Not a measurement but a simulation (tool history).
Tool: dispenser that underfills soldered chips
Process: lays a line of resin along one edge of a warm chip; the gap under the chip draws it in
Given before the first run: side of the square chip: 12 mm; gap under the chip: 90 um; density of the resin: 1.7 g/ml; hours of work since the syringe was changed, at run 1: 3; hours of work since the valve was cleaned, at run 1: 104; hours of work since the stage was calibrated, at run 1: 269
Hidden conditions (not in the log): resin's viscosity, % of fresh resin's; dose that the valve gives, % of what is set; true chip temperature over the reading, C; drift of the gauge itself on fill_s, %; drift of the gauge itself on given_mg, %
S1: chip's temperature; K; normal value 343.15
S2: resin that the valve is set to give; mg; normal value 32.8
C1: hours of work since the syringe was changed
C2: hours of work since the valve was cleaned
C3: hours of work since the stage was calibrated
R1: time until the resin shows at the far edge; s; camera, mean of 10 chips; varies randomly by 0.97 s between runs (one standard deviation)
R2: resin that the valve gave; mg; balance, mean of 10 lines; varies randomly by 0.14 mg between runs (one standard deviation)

run,day,S1,S2,C1,C2,C3,R1,R2
1,0.000,343.15,32.8,3,104,269,111.8,29.82
2,0.408,343.15,32.8,10,111,276,153.7,29.28
# day 0.538: new syringe of resin
3,0.754,343.15,32.8,4,117,281,118.2,29.28
# day 0.846: dispensing valve cleaned and set on the balance
4,1.138,343.15,32.8,10,5,287,147.7,32.61
# day 1.246: new syringe of resin
5,1.588,343.15,32.8,6,12,295,130.4,32.31
# day 1.908: new syringe of resin
6,1.971,343.15,32.8,1,19,301,106.4,32.24
7,2.342,343.15,32.8,7,25,307,138.5,32.06
# day 2.592: new syringe of resin
8,2.825,343.15,32.8,4,33,315,117.6,31.75
9,3.162,343.15,32.8,10,39,321,152.1,31.71
# day 3.258: new syringe of resin
10,3.658,331.15,36.0,7,47,329,203.2,34.66
# day 3.933: new syringe of resin
11,4.183,350.15,32.8,4,56,338,98.0,31.06
# day 4.612: new syringe of resin
12,4.754,353.15,30.5,2,65,347,82.8,28.92
13,5.117,337.15,29.7,9,71,354,189.1,27.96
# day 5.304: new syringe of resin
14,5.492,343.15,30.9,3,78,360,117.1,28.80
15,5.833,343.15,30.9,9,83,366,157.2,28.71
# day 5.971: new syringe of resin
16,6.421,354.15,34.3,8,93,375,98.3,31.46
# day 6.654: new syringe of resin
17,6.896,354.15,34.3,4,101,383,86.0,31.10

Below are 4 alternative next runs, each starting from the tool's condition after run 17. Predict each:
# day 7.321: new syringe of resin
A,7.321,354.15,37.6,0,108,390,?,?
# day 7.321: new syringe of resin
B,7.321,336.15,33.2,0,108,390,?,?
# day 7.321: new syringe of resin
C,7.321,354.15,29.3,0,108,390,?,?
# day 7.321: new syringe of resin
D,7.321,343.15,37.0,0,108,390,?,?

run,R1,R2
A,70.7,33.90
B,136.4,30.12
C,75.1,26.62
D,102.6,33.30
Stripped of hidden state, with their random variation kept, the same runs would have yielded:
run,R1,R2
A,63.2,37.61
B,119.6,33.41
C,65.6,29.53
D,91.1,36.94
